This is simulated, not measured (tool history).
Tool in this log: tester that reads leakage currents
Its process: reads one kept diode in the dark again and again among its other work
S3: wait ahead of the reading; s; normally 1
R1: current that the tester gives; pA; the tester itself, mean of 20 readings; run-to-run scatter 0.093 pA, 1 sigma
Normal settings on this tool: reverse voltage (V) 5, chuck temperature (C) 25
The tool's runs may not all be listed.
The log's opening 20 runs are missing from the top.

{"run": 21, "hour": 423.6, "reverse voltage (V)": 5.63, "chuck temperature (C)": 25, "S3": 1, "R1": 44.22}
{"run": 22, "hour": 436.8, "reverse voltage (V)": 13.91, "chuck temperature (C)": 25, "S3": 0.32, "R1": 83.21}
{"run": 23, "hour": 456.0, "reverse voltage (V)": 4.53, "chuck temperature (C)": 24, "S3": 3.58, "R1": 36.37}
{"run": 24, "hour": 473.8, "reverse voltage (V)": 4.53, "chuck temperature (C)": 24, "S3": 3.58, "R1": 36.49}
{"run": 25, "hour": 491.7, "reverse voltage (V)": 2.03, "chuck temperature (C)": 21, "S3": 1.48, "R1": 19.31}
{"hour": 497.5, "done": "chuck's temperature calibrated, once more"}
{"run": 26, "hour": 506.6, "reverse voltage (V)": 2.03, "chuck temperature (C)": 21, "S3": 1.48, "R1": 16.54}
{"run": 27, "hour": 533.2, "reverse voltage (V)": 2.03, "chuck temperature (C)": 21, "S3": 1.48, "R1": 16.68}
{"run": 28, "hour": 558.9, "reverse voltage (V)": 6.95, "chuck temperature (C)": 48, "S3": 1.48, "R1": 213.46}
{"run": 29, "hour": 577.6, "reverse voltage (V)": 5, "chuck temperature (C)": 57, "S3": 3.6, "R1": 347.55}
{"run": 30, "hour": 590.6, "reverse voltage (V)": 1.12, "chuck temperature (C)": 40, "S3": 0.3, "R1": 51.44}
{"run": 31, "hour": 619.7, "reverse voltage (V)": 1.71, "chuck temperature (C)": 23, "S3": 0.3, "R1": 18.39}
{"run": 32, "hour": 648.3, "reverse voltage (V)": 1.08, "chuck temperature (C)": 43, "S3": 4, "R1": 63.34}
{"run": 33, "hour": 671.6, "reverse voltage (V)": 1.08, "chuck temperature (C)": 43, "S3": 4, "R1": 63.4}
{"run": 34, "hour": 684.4, "reverse voltage (V)": 1.08, "chuck temperature (C)": 35, "S3": 0.71, "R1": 34.59}
{"run": 35, "hour": 705.8, "reverse voltage (V)": 3.97, "chuck temperature (C)": 30, "S3": 5.65, "R1": 45.39}
{"run": 36, "hour": 723.4, "reverse voltage (V)": 2.83, "chuck temperature (C)": 37, "S3": 1, "R1": 64.21}
{"run": 37, "hour": 744.8, "reverse voltage (V)": 5, "chuck temperature (C)": 41, "S3": 3.37, "R1": 112.34}
{"run": 38, "hour": 770.2, "reverse voltage (V)": 10.23, "chuck temperature (C)": 28, "S3": 0.8, "R1": 71.27}
{"run": 39, "hour": 783.0, "reverse voltage (V)": 5, "chuck temperature (C)": 25, "S3": 0.89, "R1": 38.56}
{"run": 40, "hour": 804.7, "reverse voltage (V)": 5, "chuck temperature (C)": 25, "S3": 0.89, "R1": 38.52}

Branching from run 40: 3 alternative next runs. What would each branch give?
{"run": "A", "hour": 825.0, "reverse voltage (V)": 11.32, "chuck temperature (C)": 25, "S3": 0.74, "R1": "?"}
{"run": "B", "hour": 825.0, "reverse voltage (V)": 4.48, "chuck temperature (C)": 48, "S3": 6.73, "R1": "?"}
{"run": "C", "hour": 825.0, "reverse voltage (V)": 19.32, "chuck temperature (C)": 32, "S3": 1.5, "R1": "?"}

run=A R1=65.88
run=B R1=178.75
run=C R1=132.41
The same runs, with their run-to-run variation unchanged, on a tool lacking any hidden condition would have given:
run=A R1=38.38
run=B R1=158.49
run=C R1=84.25
